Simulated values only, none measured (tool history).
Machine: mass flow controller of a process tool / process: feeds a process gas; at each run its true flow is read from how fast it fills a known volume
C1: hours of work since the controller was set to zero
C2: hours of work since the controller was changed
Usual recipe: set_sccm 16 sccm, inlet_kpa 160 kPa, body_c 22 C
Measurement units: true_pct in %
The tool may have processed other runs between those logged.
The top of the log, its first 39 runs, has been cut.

{"run": 40, "hour": 13049.8, "set_sccm": 2, "inlet_kpa": 181, "body_c": 26, "C1": 3360, "C2": 8812, "true_pct": 94.02}
{"run": 41, "hour": 13505.4, "set_sccm": 16, "inlet_kpa": 229, "body_c": 34, "C1": 3574, "C2": 9025, "true_pct": 99.44}
{"run": 42, "hour": 13855.1, "set_sccm": 16, "inlet_kpa": 141, "body_c": 22, "C1": 3738, "C2": 9189, "true_pct": 99.57}
{"run": 43, "hour": 14093.7, "set_sccm": 10, "inlet_kpa": 250, "body_c": 22, "C1": 3850, "C2": 9301, "true_pct": 98.59}
{"run": 44, "hour": 14337.1, "set_sccm": 16, "inlet_kpa": 267, "body_c": 22, "C1": 3964, "C2": 9416, "true_pct": 100}
{"run": 45, "hour": 14720.6, "set_sccm": 8, "inlet_kpa": 160, "body_c": 37, "C1": 4144, "C2": 9595, "true_pct": 97.09}
{"run": 46, "hour": 15114.7, "set_sccm": 16, "inlet_kpa": 179, "body_c": 28, "C1": 4329, "C2": 9780, "true_pct": 99.37}
{"run": 47, "hour": 15390.9, "set_sccm": 9, "inlet_kpa": 148, "body_c": 33, "C1": 4458, "C2": 9910, "true_pct": 97.33}
{"run": 48, "hour": 15708.7, "set_sccm": 16, "inlet_kpa": 160, "body_c": 27, "C1": 4608, "C2": 10059, "true_pct": 99.43}

Each row is a separate what-if for the run after 48, all from the same tool condition, not one after another. Results?
{"run": "A", "hour": 15918.3, "set_sccm": 3, "inlet_kpa": 160, "body_c": 34, "C1": 4706, "C2": 10157, "true_pct": "?"}
{"run": "B", "hour": 15918.3, "set_sccm": 2, "inlet_kpa": 160, "body_c": 28, "C1": 4706, "C2": 10157, "true_pct": "?"}
{"run": "C", "hour": 15918.3, "set_sccm": 16, "inlet_kpa": 175, "body_c": 27, "C1": 4706, "C2": 10157, "true_pct": "?"}

run=A true_pct=94.16
run=B true_pct=92.65
run=C true_pct=99.35
Had the tool no hidden state, the same runs would have come out as:
run=A true_pct=96.46
run=B true_pct=96.57
run=C true_pct=99.04
